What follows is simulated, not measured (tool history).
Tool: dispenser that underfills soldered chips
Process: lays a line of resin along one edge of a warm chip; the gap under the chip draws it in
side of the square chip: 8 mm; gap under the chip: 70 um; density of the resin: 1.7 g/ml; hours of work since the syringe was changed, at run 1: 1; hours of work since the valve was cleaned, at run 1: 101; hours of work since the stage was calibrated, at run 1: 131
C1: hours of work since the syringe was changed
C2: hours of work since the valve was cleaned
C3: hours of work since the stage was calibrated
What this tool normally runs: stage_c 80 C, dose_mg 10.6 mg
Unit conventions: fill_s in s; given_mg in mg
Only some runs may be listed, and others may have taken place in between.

run 1 hour=0 | stage_c=80 dose_mg=10.6 | C1=1 C2=101 C3=131 | fill_s=50.7 given_mg=10
run 2 hour=5.7 | stage_c=80 dose_mg=10.6 | C1=5 C2=104 C3=135 | fill_s=66.1 given_mg=9.94
-- hour=7.9 new syringe of resin
run 3 hour=11.7 | stage_c=80 dose_mg=10.6 | C1=2 C2=108 C3=138 | fill_s=57.2 given_mg=9.97
run 4 hour=17.1 | stage_c=80 dose_mg=10.6 | C1=6 C2=111 C3=142 | fill_s=74.2 given_mg=10
-- hour=17.9 new syringe of resin
run 5 hour=22.6 | stage_c=80 dose_mg=10.6 | C1=3 C2=115 C3=145 | fill_s=59.1 given_mg=9.84
-- hour=24 dispensing valve cleaned and set on the balance
run 6 hour=27.9 | stage_c=80 dose_mg=10.6 | C1=6 C2=2 C3=148 | fill_s=71.4 given_mg=10.53
-- hour=28.6 new syringe of resin
run 7 hour=35.4 | stage_c=80 dose_mg=13.1 | C1=4 C2=7 C3=152 | fill_s=63.4 given_mg=13.01
-- hour=38.4 new syringe of resin
run 8 hour=41.4 | stage_c=80 dose_mg=13.1 | C1=2 C2=11 C3=156 | fill_s=52.5 given_mg=12.95
run 9 hour=45 | stage_c=80 dose_mg=10.6 | C1=4 C2=13 C3=158 | fill_s=63.5 given_mg=10.58
-- hour=48.5 new syringe of resin
run 10 hour=51.9 | stage_c=80 dose_mg=10.6 | C1=2 C2=17 C3=162 | fill_s=55.5 given_mg=10.48
run 11 hour=56.5 | stage_c=82 dose_mg=10.6 | C1=5 C2=20 C3=165 | fill_s=63.3 given_mg=10.52
-- hour=58.4 new syringe of resin
run 12 hour=62.2 | stage_c=82 dose_mg=10.6 | C1=2 C2=23 C3=169 | fill_s=52 given_mg=10.5
run 13 hour=66.9 | stage_c=82 dose_mg=10.6 | C1=5 C2=26 C3=172 | fill_s=65.7 given_mg=10.46
-- hour=68.7 new syringe of resin
run 14 hour=74.7 | stage_c=82 dose_mg=10.6 | C1=4 C2=31 C3=176 | fill_s=59.3 given_mg=10.34
-- hour=78.5 new syringe of resin
run 15 hour=79.5 | stage_c=94 dose_mg=10.6 | C1=1 C2=34 C3=179 | fill_s=32.7 given_mg=10.39
run 16 hour=84.3 | stage_c=94 dose_mg=10.6 | C1=4 C2=37 C3=182 | fill_s=41.6 given_mg=10.35
-- hour=88.3 new syringe of resin
run 17 hour=91.1 | stage_c=82 dose_mg=9.1 | C1=2 C2=41 C3=186 | fill_s=53.4 given_mg=8.9
run 18 hour=97.6 | stage_c=67 dose_mg=12.6 | C1=6 C2=45 C3=190 | fill_s=105 given_mg=12.32
-- hour=98.3 new syringe of resin
run 19 hour=102.2 | stage_c=76 dose_mg=13.2 | C1=2 C2=48 C3=193 | fill_s=61.7 given_mg=12.84
-- hour=108.5 new syringe of resin
run 20 hour=109.9 | stage_c=76 dose_mg=13.2 | C1=1 C2=53 C3=198 | fill_s=54.1 given_mg=12.73
run 21 hour=114.7 | stage_c=76 dose_mg=13.2 | C1=4 C2=56 C3=201 | fill_s=67.5 given_mg=12.73
-- hour=118.3 new syringe of resin
run 22 hour=120.9 | stage_c=76 dose_mg=13.2 | C1=2 C2=59 C3=205 | fill_s=57.2 given_mg=12.74
run 23 hour=126.8 | stage_c=75 dose_mg=9.1 | C1=5 C2=63 C3=208 | fill_s=88.3 given_mg=8.73
-- hour=128.3 new syringe of resin
run 24 hour=132 | stage_c=92 dose_mg=12.7 | C1=2 C2=66 C3=212 | fill_s=38.2 given_mg=12.29
-- hour=138.1 new syringe of resin
run 25 hour=138.9 | stage_c=92 dose_mg=10.4 | C1=1 C2=71 C3=216 | fill_s=35.1 given_mg=9.94
run 26 hour=143.7 | stage_c=79 dose_mg=10.6 | C1=4 C2=74 C3=219 | fill_s=64.3 given_mg=10.08
-- hour=147.9 new syringe of resin
run 27 hour=148.5 | stage_c=79 dose_mg=10.6 | C1=0 C2=76 C3=222 | fill_s=51 given_mg=10.11
run 28 hour=152.4 | stage_c=71 dose_mg=11.9 | C1=3 C2=79 C3=224 | fill_s=78 given_mg=11.32
run 29 hour=156.5 | stage_c=71 dose_mg=11.9 | C1=5 C2=81 C3=227 | fill_s=95.1 given_mg=11.26

Branching from run 29: 4 alternative next runs. What would each branch give?
-- hour=157.8 new syringe of resin
run A hour=164 | stage_c=80 dose_mg=13.4 | C1=4 C2=86 C3=231 | fill_s=? given_mg=?
-- hour=157.8 new syringe of resin
run B hour=164 | stage_c=83 dose_mg=10.6 | C1=4 C2=86 C3=231 | fill_s=? given_mg=?
-- hour=157.8 new syringe of resin
run C hour=164 | stage_c=80 dose_mg=9.9 | C1=4 C2=86 C3=231 | fill_s=? given_mg=?
-- hour=157.8 new syringe of resin
run D hour=164 | stage_c=66 dose_mg=11.9 | C1=4 C2=86 C3=231 | fill_s=? given_mg=?

run=A fill_s=62.4 given_mg=12.7
run=B fill_s=56.4 given_mg=10.08
run=C fill_s=65.4 given_mg=9.4
run=D fill_s=96.9 given_mg=11.23
Stripped of hidden state, with their random variation kept, the same runs would have yielded:
run=A fill_s=44.5 given_mg=13.41
run=B fill_s=39.7 given_mg=10.64
run=C fill_s=46 given_mg=9.92
run=D fill_s=68.4 given_mg=11.85

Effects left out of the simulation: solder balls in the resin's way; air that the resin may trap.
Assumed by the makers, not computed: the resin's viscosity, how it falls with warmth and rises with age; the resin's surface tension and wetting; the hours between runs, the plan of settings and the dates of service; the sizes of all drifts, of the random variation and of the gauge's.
